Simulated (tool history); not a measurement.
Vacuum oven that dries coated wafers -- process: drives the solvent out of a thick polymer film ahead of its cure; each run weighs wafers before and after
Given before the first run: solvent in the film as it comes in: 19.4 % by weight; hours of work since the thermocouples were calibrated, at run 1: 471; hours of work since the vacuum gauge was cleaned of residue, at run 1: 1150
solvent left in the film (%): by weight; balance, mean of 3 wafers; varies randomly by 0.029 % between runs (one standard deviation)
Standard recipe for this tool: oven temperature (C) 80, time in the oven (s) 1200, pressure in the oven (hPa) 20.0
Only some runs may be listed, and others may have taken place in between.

run     day  oven temperature (C)  time in the oven (s)  pressure in the oven (hPa)  hours of work since the thermocouples were calibrated  hours of work since the vacuum gauge was cleaned of residue  solvent left in the film (%)
  1   0.000                    80                  1200                        20.0                                                    471                                                         1150                          3.56
  2   3.229                    80                  1200                        20.0                                                    512                                                         1191                          3.55
  3   6.221                    80                  1200                        20.0                                                    550                                                         1229                          3.57
  4   8.917                    80                  1200                        20.0                                                    584                                                         1263                          3.50
     10.579  -- oven's thermocouples calibrated
  5  11.400                    80                  1200                        40.2                                                     10                                                         1293                          3.98
  6  13.292                    80                  1200                        40.2                                                     34                                                         1317                          3.90
  7  14.979                    80                  1200                        20.0                                                     56                                                         1339                          3.47
  8  16.867                    80                  1200                        20.0                                                     80                                                         1363                          3.41
  9  19.367                    80                  1200                        20.0                                                    111                                                         1394                          3.45
 10  22.742                    80                  1200                        20.0                                                    154                                                         1437                          3.42
 11  25.338                    80                  1200                        20.0                                                    187                                                         1470                          3.40
     27.504  -- oven's thermocouples calibrated, once more
 12  28.321                    80                  1800                        20.0                                                     10                                                         1507                          1.92
 13  31.242                    80                  1800                        20.0                                                     47                                                         1544                          1.90
 14  33.121                    80                  1800                        20.0                                                     71                                                         1568                          1.89
 15  36.979                    80                  1200                        20.0                                                    120                                                         1617                          3.51
 16  38.879                    80                  1200                        20.0                                                    144                                                         1641                          3.50
 17  41.062                    68                  1620                        25.5                                                    172                                                         1669                          5.52
 18  43.142                    68                  1560                        27.7                                                    198                                                         1695                          5.75
 19  45.567                    80                  1560                        20.0                                                    229                                                         1726                          2.36
 20  47.154                    69                  1260                        24.1                                                    249                                                         1746                          6.61

What will run 21 give?
 21  49.767                    73                  1200                        20.0                                                    283                                                         1779                             ?

Run 21 produced solvent left in the film (%) 5.47.
Were there no unlogged condition in the tool, this run, its random variation unchanged, would have produced solvent left in the film (%) 5.52.

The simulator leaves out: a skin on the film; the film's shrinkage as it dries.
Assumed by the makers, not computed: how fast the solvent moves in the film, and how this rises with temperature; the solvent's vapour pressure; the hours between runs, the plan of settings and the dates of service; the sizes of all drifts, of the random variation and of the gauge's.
